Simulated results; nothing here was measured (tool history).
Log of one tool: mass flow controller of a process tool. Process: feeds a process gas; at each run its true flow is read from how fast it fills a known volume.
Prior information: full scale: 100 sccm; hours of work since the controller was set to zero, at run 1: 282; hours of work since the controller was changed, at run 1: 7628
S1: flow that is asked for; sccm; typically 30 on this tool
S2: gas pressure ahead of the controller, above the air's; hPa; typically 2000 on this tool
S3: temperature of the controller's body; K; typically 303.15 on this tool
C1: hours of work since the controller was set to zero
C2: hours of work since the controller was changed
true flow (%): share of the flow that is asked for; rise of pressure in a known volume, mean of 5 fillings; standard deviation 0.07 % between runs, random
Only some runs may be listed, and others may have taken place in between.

{"run": 1, "hour": 0.0, "S1": 30, "S2": 2000, "S3": 303.15, "C1": 282, "C2": 7628, "true flow (%)": 101.45}
{"run": 2, "hour": 456.2, "S1": 30, "S2": 2000, "S3": 303.15, "C1": 527, "C2": 7874, "true flow (%)": 101.57}
{"run": 3, "hour": 813.5, "S1": 30, "S2": 1880, "S3": 303.15, "C1": 720, "C2": 8067, "true flow (%)": 101.59}
{"run": 4, "hour": 1204.0, "S1": 30, "S2": 2000, "S3": 303.15, "C1": 930, "C2": 8277, "true flow (%)": 101.95}
{"run": 5, "hour": 1523.7, "S1": 30, "S2": 2000, "S3": 303.15, "C1": 1103, "C2": 8449, "true flow (%)": 101.88}
{"run": 6, "hour": 1937.5, "S1": 30, "S2": 2020, "S3": 303.15, "C1": 1326, "C2": 8672, "true flow (%)": 102.02}
{"run": 7, "hour": 2160.0, "S1": 30, "S2": 2000, "S3": 303.15, "C1": 1445, "C2": 8792, "true flow (%)": 102.07}
{"run": 8, "hour": 2603.2, "S1": 30, "S2": 2000, "S3": 303.15, "C1": 1684, "C2": 9031, "true flow (%)": 102.16}
{"run": 9, "hour": 2919.4, "S1": 30, "S2": 2000, "S3": 303.15, "C1": 1855, "C2": 9202, "true flow (%)": 102.28}
{"run": 10, "hour": 3281.1, "S1": 30, "S2": 2470, "S3": 303.15, "C1": 2050, "C2": 9396, "true flow (%)": 102.45}
{"run": 11, "hour": 3683.4, "S1": 30, "S2": 2470, "S3": 303.15, "C1": 2266, "C2": 9613, "true flow (%)": 102.63}
{"hour": 4060.4, "done": "controller exchanged for a calibrated one"}
{"run": 12, "hour": 4139.8, "S1": 30, "S2": 2470, "S3": 303.15, "C1": 43, "C2": 43, "true flow (%)": 99.25}
{"run": 13, "hour": 4339.9, "S1": 30, "S2": 2470, "S3": 303.15, "C1": 151, "C2": 151, "true flow (%)": 99.21}
{"run": 14, "hour": 4559.4, "S1": 30, "S2": 2470, "S3": 303.15, "C1": 269, "C2": 269, "true flow (%)": 99.44}
{"run": 15, "hour": 4789.6, "S1": 100, "S2": 2000, "S3": 303.15, "C1": 393, "C2": 393, "true flow (%)": 99.95}
{"run": 16, "hour": 4999.8, "S1": 100, "S2": 2000, "S3": 303.15, "C1": 506, "C2": 506, "true flow (%)": 99.98}
{"run": 17, "hour": 5381.4, "S1": 30, "S2": 2000, "S3": 303.15, "C1": 712, "C2": 712, "true flow (%)": 99.64}
{"run": 18, "hour": 5632.5, "S1": 30, "S2": 2270, "S3": 303.15, "C1": 847, "C2": 847, "true flow (%)": 99.66}
{"run": 19, "hour": 5826.6, "S1": 30, "S2": 2000, "S3": 293.15, "C1": 952, "C2": 952, "true flow (%)": 99.87}
{"run": 20, "hour": 6245.3, "S1": 30, "S2": 2000, "S3": 304.15, "C1": 1177, "C2": 1177, "true flow (%)": 99.76}
{"run": 21, "hour": 6711.7, "S1": 75, "S2": 2000, "S3": 298.15, "C1": 1429, "C2": 1429, "true flow (%)": 100.17}
{"run": 22, "hour": 7155.9, "S1": 75, "S2": 1410, "S3": 298.15, "C1": 1668, "C2": 1668, "true flow (%)": 100.08}
{"hour": 7200.3, "done": "controller's zero set anew"}
{"run": 23, "hour": 7617.8, "S1": 75, "S2": 1410, "S3": 298.15, "C1": 225, "C2": 1917, "true flow (%)": 100.22}
{"run": 24, "hour": 8026.5, "S1": 36, "S2": 1520, "S3": 298.15, "C1": 445, "C2": 2137, "true flow (%)": 100.36}
{"run": 25, "hour": 8226.7, "S1": 36, "S2": 1520, "S3": 298.15, "C1": 553, "C2": 2245, "true flow (%)": 100.57}
{"hour": 8414.4, "done": "controller's zero set anew, once more"}
{"run": 26, "hour": 8480.1, "S1": 36, "S2": 1520, "S3": 298.15, "C1": 35, "C2": 2381, "true flow (%)": 99.94}
{"run": 27, "hour": 8721.4, "S1": 36, "S2": 1610, "S3": 298.15, "C1": 165, "C2": 2511, "true flow (%)": 100.01}
{"run": 28, "hour": 8949.2, "S1": 89, "S2": 2800, "S3": 302.15, "C1": 288, "C2": 2634, "true flow (%)": 100.61}
{"run": 29, "hour": 9364.3, "S1": 27, "S2": 1660, "S3": 294.15, "C1": 512, "C2": 2857, "true flow (%)": 100.37}
{"run": 30, "hour": 9570.2, "S1": 30, "S2": 1640, "S3": 299.15, "C1": 623, "C2": 2968, "true flow (%)": 100.25}
{"run": 31, "hour": 9828.0, "S1": 84, "S2": 2250, "S3": 299.15, "C1": 762, "C2": 3107, "true flow (%)": 100.72}
{"run": 32, "hour": 10100.5, "S1": 84, "S2": 2250, "S3": 299.15, "C1": 908, "C2": 3254, "true flow (%)": 100.76}
{"run": 33, "hour": 10452.4, "S1": 84, "S2": 2250, "S3": 299.15, "C1": 1098, "C2": 3444, "true flow (%)": 100.88}
{"run": 34, "hour": 10877.9, "S1": 84, "S2": 2250, "S3": 299.15, "C1": 1327, "C2": 3673, "true flow (%)": 101.08}
{"run": 35, "hour": 11211.6, "S1": 84, "S2": 2250, "S3": 299.15, "C1": 1507, "C2": 3853, "true flow (%)": 101.19}
{"run": 36, "hour": 11596.1, "S1": 84, "S2": 2250, "S3": 299.15, "C1": 1714, "C2": 4060, "true flow (%)": 101.2}
{"run": 37, "hour": 12054.1, "S1": 27, "S2": 1600, "S3": 304.15, "C1": 1961, "C2": 4307, "true flow (%)": 101.09}
{"run": 38, "hour": 12399.9, "S1": 27, "S2": 1600, "S3": 304.15, "C1": 2148, "C2": 4493, "true flow (%)": 101.06}
{"run": 39, "hour": 12830.0, "S1": 27, "S2": 1600, "S3": 304.15, "C1": 2379, "C2": 4725, "true flow (%)": 101.39}
{"run": 40, "hour": 13067.5, "S1": 30, "S2": 1720, "S3": 301.15, "C1": 2507, "C2": 4853, "true flow (%)": 101.45}

What if the next run were any one of these 5? Each begins from the tool's condition after run 40:
{"run": "A", "hour": 13415.7, "S1": 42, "S2": 1720, "S3": 301.15, "C1": 2695, "C2": 5040, "true flow (%)": "?"}
{"run": "B", "hour": 13415.7, "S1": 50, "S2": 2000, "S3": 303.15, "C1": 2695, "C2": 5040, "true flow (%)": "?"}
{"run": "C", "hour": 13415.7, "S1": 30, "S2": 2780, "S3": 312.15, "C1": 2695, "C2": 5040, "true flow (%)": "?"}
{"run": "D", "hour": 13415.7, "S1": 13, "S2": 2000, "S3": 302.15, "C1": 2695, "C2": 5040, "true flow (%)": "?"}
{"run": "E", "hour": 13415.7, "S1": 30, "S2": 1720, "S3": 301.15, "C1": 2695, "C2": 5040, "true flow (%)": "?"}

run=A true_flow_(%)=101.28
run=B true_flow_(%)=101.26
run=C true_flow_(%)=101.64
run=D true_flow_(%)=102.81
run=E true_flow_(%)=101.51
Had the tool no hidden state, the same runs would have come out as:
run=A true_flow_(%)=99.21
run=B true_flow_(%)=99.31
run=C true_flow_(%)=99.24
run=D true_flow_(%)=98.96
run=E true_flow_(%)=99.12
